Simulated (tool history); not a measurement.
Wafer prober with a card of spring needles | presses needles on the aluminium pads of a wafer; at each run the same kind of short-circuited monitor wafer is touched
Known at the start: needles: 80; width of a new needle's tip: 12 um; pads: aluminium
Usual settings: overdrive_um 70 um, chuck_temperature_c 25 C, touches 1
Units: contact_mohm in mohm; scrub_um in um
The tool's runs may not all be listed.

run	hour	overdrive_um	chuck_temperature_c	touches	contact_mohm	scrub_um
1	0	70	25	1	284	14.75
# hour 12.3: tips cleaned on abrasive film
# hour 28.6: tips cleaned on abrasive film
2	39	70	123	1	366	14.77
# hour 47.2: tips cleaned on abrasive film
# hour 66.6: tips cleaned on abrasive film
3	77.7	70	123	1	374	14.72
# hour 85.8: tips cleaned on abrasive film
# hour 94.2: height of the first contact set anew
# hour 102.5: tips cleaned on abrasive film
# hour 122.9: tips cleaned on abrasive film
4	132.4	70	123	1	349	15.03
# hour 140.6: tips cleaned on abrasive film
# hour 161: tips cleaned on abrasive film
# hour 177.3: tips cleaned on abrasive film
5	191.3	70	25	1	386	14.99
# hour 195.5: tips cleaned on abrasive film
# hour 215.9: tips cleaned on abrasive film
# hour 236.3: tips cleaned on abrasive film
# hour 252.6: tips cleaned on abrasive film
6	252.6	70	25	1	179	14.84
# hour 272.8: tips cleaned on abrasive film
# hour 289.1: tips cleaned on abrasive film
7	290	70	25	1	199	14.82
# hour 306.4: tips cleaned on abrasive film
# hour 322.7: tips cleaned on abrasive film
# hour 343.1: tips cleaned on abrasive film
8	345.5	70	25	1	232	14.81
# hour 360.7: tips cleaned on abrasive film
# hour 380.1: tips cleaned on abrasive film
# hour 400.3: tips cleaned on abrasive film
9	401.2	70	25	1	200	14.75
# hour 417.4: tips cleaned on abrasive film
# hour 421.7: height of the first contact set anew
# hour 434: tips cleaned on abrasive film
10	442.9	70	25	1	357	15.01
# hour 451.1: tips cleaned on abrasive film
# hour 470.9: tips cleaned on abrasive film
# hour 487.2: tips cleaned on abrasive film
# hour 507.6: tips cleaned on abrasive film
11	510.8	70	25	1	263	15
# hour 527: tips cleaned on abrasive film
# hour 543.4: tips cleaned on abrasive film
12	546.9	70	25	1	288	14.93
# hour 561.9: tips cleaned on abrasive film
# hour 582.3: tips cleaned on abrasive film
# hour 598.6: tips cleaned on abrasive film
13	600.6	70	25	1	237	14.9

The next listed run, before its measurement:
# hour 616.9: tips cleaned on abrasive film
# hour 637.2: tips cleaned on abrasive film
14	640.3	70	53	1	?	?

contact_mohm: 301 mohm
scrub_um: 14.79 um
Without the tool's hidden state the same run would have given contact_mohm 154 mohm, scrub_um 15.02 um.
